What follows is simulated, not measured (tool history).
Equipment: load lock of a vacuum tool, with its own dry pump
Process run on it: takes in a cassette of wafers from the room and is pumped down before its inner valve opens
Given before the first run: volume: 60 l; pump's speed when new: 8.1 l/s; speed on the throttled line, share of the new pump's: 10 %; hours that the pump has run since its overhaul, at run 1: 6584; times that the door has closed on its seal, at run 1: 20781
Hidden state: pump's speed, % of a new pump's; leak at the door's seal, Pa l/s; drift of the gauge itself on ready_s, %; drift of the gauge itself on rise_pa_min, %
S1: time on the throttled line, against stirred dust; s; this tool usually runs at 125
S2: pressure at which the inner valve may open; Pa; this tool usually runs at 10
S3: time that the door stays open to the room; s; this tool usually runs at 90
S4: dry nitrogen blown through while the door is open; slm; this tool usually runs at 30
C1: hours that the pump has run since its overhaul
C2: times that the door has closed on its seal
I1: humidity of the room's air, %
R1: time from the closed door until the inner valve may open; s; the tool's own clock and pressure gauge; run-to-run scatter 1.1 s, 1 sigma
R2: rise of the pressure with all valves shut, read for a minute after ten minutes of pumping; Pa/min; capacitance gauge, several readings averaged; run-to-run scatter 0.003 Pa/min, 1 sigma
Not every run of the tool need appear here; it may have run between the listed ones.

| run | hour | S1 | S2 | S3 | S4 | C1 | C2 | I1 | R1 | R2 |
|---|---|---|---|---|---|---|---|---|---|---|
| 1 | 0.0 | 125 | 10 | 90 | 30 | 6584 | 20781 | 47.4 | 194.2 | 0.088 |
| 2 | 211.3 | 125 | 10 | 90 | 30 | 6796 | 21555 | 47.0 | 190.9 | 0.093 |
| 3 | 547.3 | 125 | 10 | 90 | 32 | 7132 | 22786 | 44.9 | 190.9 | 0.090 |
| 4 | 756.2 | 100 | 10 | 90 | 30 | 7340 | 23551 | 44.3 | 168.1 | 0.103 |
| 5 | 1082.3 | 125 | 10 | 90 | 30 | 7666 | 24745 | 45.6 | 193.5 | 0.106 |
| 6 | 1222.5 | 125 | 10 | 90 | 30 | 7807 | 25259 | 45.8 | 191.7 | 0.105 |
| 7 | 1409.4 | 125 | 10 | 90 | 30 | 7994 | 25943 | 45.9 | 192.7 | 0.114 |
| 8 | 1739.7 | 125 | 10 | 90 | 30 | 8324 | 27153 | 42.7 | 191.4 | 0.116 |
| 9 | 2019.2 | 125 | 10 | 90 | 30 | 8603 | 28177 | 47.8 | 192.5 | 0.126 |
| 10 | 2206.6 | 125 | 10 | 90 | 30 | 8791 | 28863 | 50.0 | 192.8 | 0.130 |
| 11 | 2539.8 | 125 | 10 | 90 | 30 | 9124 | 30084 | 44.6 | 194.2 | 0.130 |
| 12 | 2857.1 | 132 | 10 | 90 | 30 | 9441 | 31246 | 44.4 | 199.8 | 0.143 |
| 13 | 3146.1 | 132 | 10 | 90 | 30 | 9730 | 32305 | 48.2 | 197.6 | 0.144 |
| 14 | 3362.8 | 175 | 10 | 90 | 14 | 9947 | 33099 | 42.1 | 236.1 | 0.164 |
| 15 | 3656.7 | 231 | 10 | 90 | 30 | 10241 | 34175 | 42.0 | 288.3 | 0.160 |
| 16 | 3822.6 | 125 | 10 | 27 | 11 | 10407 | 34783 | 44.9 | 195.0 | 0.170 |
| 17 | 4116.7 | 76 | 20 | 222 | 9 | 10701 | 35860 | 45.7 | 146.5 | 0.203 |
| 18 | 4426.8 | 149 | 16 | 101 | 29 | 11011 | 36996 | 45.0 | 214.2 | 0.182 |
| 19 | 4699.0 | 110 | 10 | 90 | 30 | 11283 | 37993 | 49.8 | 182.6 | 0.191 |
| 20 | 5020.6 | 110 | 10 | 90 | 30 | 11605 | 39171 | 49.2 | 186.8 | 0.203 |
| 21 | 5196.7 | 110 | 10 | 90 | 30 | 11781 | 39816 | 45.7 | 186.1 | 0.202 |
| 22 | 5429.7 | 114 | 18 | 29 | 14 | 12014 | 40670 | 43.6 | 184.6 | 0.207 |
| 23 | 5650.4 | 114 | 20 | 85 | 14 | 12235 | 41478 | 41.5 | 183.2 | 0.222 |
| 24 | 5846.0 | 114 | 20 | 85 | 14 | 12430 | 42194 | 45.1 | 181.1 | 0.230 |
| 25 | 6023.3 | 161 | 20 | 85 | 14 | 12608 | 42844 | 43.8 | 224.6 | 0.236 |

For some of the steps in R1 from one run to the next: how much would appear even if the tool had no hidden state, given the settings, what came in and random variation, and how much remains for the hidden state plus any gauge scatter that the measured result and the result without hidden state don't share?
Run 15 -> 16: S1 231 -> 125, S3 90 -> 27, S4 30 -> 11. R1 -93.3 s: hidden state +2.6, all else -95.9.
Run 17 -> 18: S1 76 -> 149, S2 20 -> 16, S3 222 -> 101, S4 9 -> 29. R1 +67.7 s: hidden state -0.7, all else +68.4.
Run 18 -> 19: S1 149 -> 110, S2 16 -> 10, S3 101 -> 90, S4 29 -> 30. R1 -31.6 s: hidden state +2.2, all else -33.8.
